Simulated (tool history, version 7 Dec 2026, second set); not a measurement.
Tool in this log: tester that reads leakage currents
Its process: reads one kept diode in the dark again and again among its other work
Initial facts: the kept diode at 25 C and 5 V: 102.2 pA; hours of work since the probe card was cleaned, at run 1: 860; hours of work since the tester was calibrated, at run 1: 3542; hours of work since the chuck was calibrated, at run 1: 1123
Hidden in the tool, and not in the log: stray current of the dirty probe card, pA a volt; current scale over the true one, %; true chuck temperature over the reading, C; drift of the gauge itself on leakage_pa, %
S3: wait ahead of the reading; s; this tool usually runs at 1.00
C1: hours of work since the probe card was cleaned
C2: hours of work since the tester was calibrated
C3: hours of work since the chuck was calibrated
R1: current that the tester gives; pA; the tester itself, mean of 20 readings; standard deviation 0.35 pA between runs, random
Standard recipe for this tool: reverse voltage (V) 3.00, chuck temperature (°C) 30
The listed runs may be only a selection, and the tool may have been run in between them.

Run 1, hour 0.0: usual settings; C1 860; C2 3542; C3 1123. Result: R1 124.58 pA.
Run 2, hour 111.2: usual settings; C1 936; C2 3618; C3 1199. Result: R1 125.11 pA.
Run 3, hour 306.2: usual settings; C1 1069; C2 3751; C3 1333. Result: R1 126.47 pA.
Run 4, hour 476.5: usual settings; C1 1186; C2 3868; C3 1449. Result: R1 126.40 pA.
Run 5, hour 681.7: usual settings; C1 1326; C2 4008; C3 1590. Result: R1 127.90 pA.
Run 6, hour 880.5: usual settings; C1 1462; C2 4145; C3 1726. Result: R1 129.40 pA.
Run 7, hour 969.1: usual settings but chuck temperature (°C) 35; C1 1523; C2 4205; C3 1786. Result: R1 188.27 pA.
Run 8, hour 1057.8: usual settings but chuck temperature (°C) 35; C1 1584; C2 4266; C3 1847. Result: R1 187.98 pA.
Run 9, hour 1165.6: usual settings but chuck temperature (°C) 35; C1 1658; C2 4340; C3 1921. Result: R1 187.91 pA.
Run 10, hour 1327.7: usual settings; C1 1769; C2 4451; C3 2032. Result: R1 131.80 pA.
At hour 1421.0: probe card cleaned and baked.
Run 11, hour 1511.1: usual settings; C1 62; C2 4574; C3 2155. Result: R1 126.62 pA.
Run 12, hour 1695.2: usual settings; C1 188; C2 4700; C3 2281. Result: R1 127.49 pA.
At hour 1802.8: chuck's temperature calibrated.
Run 13, hour 1802.8: usual settings; C1 260; C2 4772; C3 0. Result: R1 120.32 pA.
At hour 1830.8: tester calibrated.
Run 14, hour 2003.7: usual settings; C1 396; C2 118; C3 136. Result: R1 118.51 pA.
Run 15, hour 2175.9: usual settings; C1 514; C2 236; C3 254. Result: R1 119.29 pA.
Run 16, hour 2366.8: usual settings; C1 645; C2 367; C3 385. Result: R1 120.32 pA.
Run 17, hour 2565.7: usual settings; C1 781; C2 503; C3 521. Result: R1 121.53 pA.
Run 18, hour 2721.9: usual settings but chuck temperature (°C) 44; C1 888; C2 610; C3 628. Result: R1 343.44 pA.
Run 19, hour 2900.6: usual settings but S3 1.54 s; C1 1010; C2 732; C3 750. Result: R1 123.01 pA.
Run 20, hour 3093.7: usual settings but reverse voltage (V) 2.01, chuck temperature (°C) 36, S3 0.61 s; C1 1142; C2 864; C3 882. Result: R1 156.72 pA.
Run 21, hour 3295.0: usual settings but reverse voltage (V) 2.01, chuck temperature (°C) 36, S3 0.61 s; C1 1280; C2 1002; C3 1020. Result: R1 157.41 pA.
Run 22, hour 3445.5: usual settings but reverse voltage (V) 2.01, chuck temperature (°C) 36, S3 0.61 s; C1 1383; C2 1105; C3 1123. Result: R1 158.00 pA.
Run 23, hour 3534.6: usual settings but reverse voltage (V) 1.34, S3 0.37 s; C1 1444; C2 1166; C3 1184. Result: R1 80.95 pA.
Run 24, hour 3699.5: usual settings but reverse voltage (V) 1.34, S3 0.37 s; C1 1557; C2 1279; C3 1297. Result: R1 81.70 pA.
Run 25, hour 3886.5: usual settings but reverse voltage (V) 4.73, chuck temperature (°C) 48, S3 2.38 s; C1 1685; C2 1407; C3 1425. Result: R1 600.65 pA.
Run 26, hour 3980.8: usual settings but reverse voltage (V) 4.73, chuck temperature (°C) 48, S3 2.38 s; C1 1749; C2 1472; C3 1489. Result: R1 603.94 pA.
At hour 4094.0: probe card cleaned and baked.
Run 27, hour 4178.8: usual settings but reverse voltage (V) 2.09, S3 1.74 s; C1 58; C2 1605; C3 1623. Result: R1 102.24 pA.
Run 28, hour 4276.7: usual settings but reverse voltage (V) 1.36, chuck temperature (°C) 47, S3 3.34 s; C1 125; C2 1672; C3 1690. Result: R1 285.21 pA.
Run 29, hour 4451.0: usual settings but reverse voltage (V) 1.33, chuck temperature (°C) 26; C1 244; C2 1791; C3 1809. Result: R1 59.11 pA.
Run 30, hour 4562.2: usual settings but reverse voltage (V) 8.68, chuck temperature (°C) 22; C1 320; C2 1868; C3 1885. Result: R1 121.25 pA.
Run 31, hour 4765.7: usual settings but chuck temperature (°C) 38, S3 1.76 s; C1 460; C2 2007; C3 2025. Result: R1 232.66 pA.
Run 32, hour 4854.4: usual settings but chuck temperature (°C) 38, S3 1.76 s; C1 520; C2 2068; C3 2085. Result: R1 234.29 pA.
Run 33, hour 5043.9: usual settings but S3 0.41 s; C1 650; C2 2197; C3 2215. Result: R1 129.60 pA.
Run 34, hour 5156.2: usual settings but chuck temperature (°C) 33, S3 0.45 s; C1 727; C2 2274; C3 2292. Result: R1 163.60 pA.
At hour 5249.1: chuck's temperature calibrated.
Run 35, hour 5351.0: usual settings but reverse voltage (V) 19.31, chuck temperature (°C) 33, S3 0.47 s; C1 859; C2 2406; C3 70. Result: R1 426.07 pA.
Run 36, hour 5483.2: usual settings but reverse voltage (V) 10.59, chuck temperature (°C) 54, S3 1.19 s; C1 950; C2 2497; C3 160. Result: R1 1327.93 pA.
Run 37, hour 5610.5: usual settings but reverse voltage (V) 1.21, chuck temperature (°C) 26, S3 0.49 s; C1 1037; C2 2584; C3 247. Result: R1 53.76 pA.
Run 38, hour 5803.5: usual settings but reverse voltage (V) 1.21, chuck temperature (°C) 26, S3 0.49 s; C1 1169; C2 2716; C3 379. Result: R1 54.60 pA.

Hidden state or all else? Some run-to-run changes of R1, split into what the settings, what came in and random variation would give without the hidden state, and what is left for the hidden state (with any gauge scatter that isn't in both results):
Run 24 -> 25: reverse voltage (V) 1.34 -> 4.73, chuck temperature (°C) 30 -> 48, S3 0.37 -> 2.38. R1 +518.95 pA: hidden state +33.51, all else +485.44.
Run 26 -> 27: reverse voltage (V) 4.73 -> 2.09, chuck temperature (°C) 48 -> 30, S3 2.38 -> 1.74, probe card cleaned and baked. R1 -501.70 pA: hidden state -34.88, all else -466.82.
Run 35 -> 36: reverse voltage (V) 19.31 -> 10.59, chuck temperature (°C) 33 -> 54, S3 0.47 -> 1.19. R1 +901.86 pA: hidden state +5.59, all else +896.27.
Run 36 -> 37: reverse voltage (V) 10.59 -> 1.21, chuck temperature (°C) 54 -> 26, S3 1.19 -> 0.49. R1 -1274.17 pA: hidden state -23.93, all else -1250.24.

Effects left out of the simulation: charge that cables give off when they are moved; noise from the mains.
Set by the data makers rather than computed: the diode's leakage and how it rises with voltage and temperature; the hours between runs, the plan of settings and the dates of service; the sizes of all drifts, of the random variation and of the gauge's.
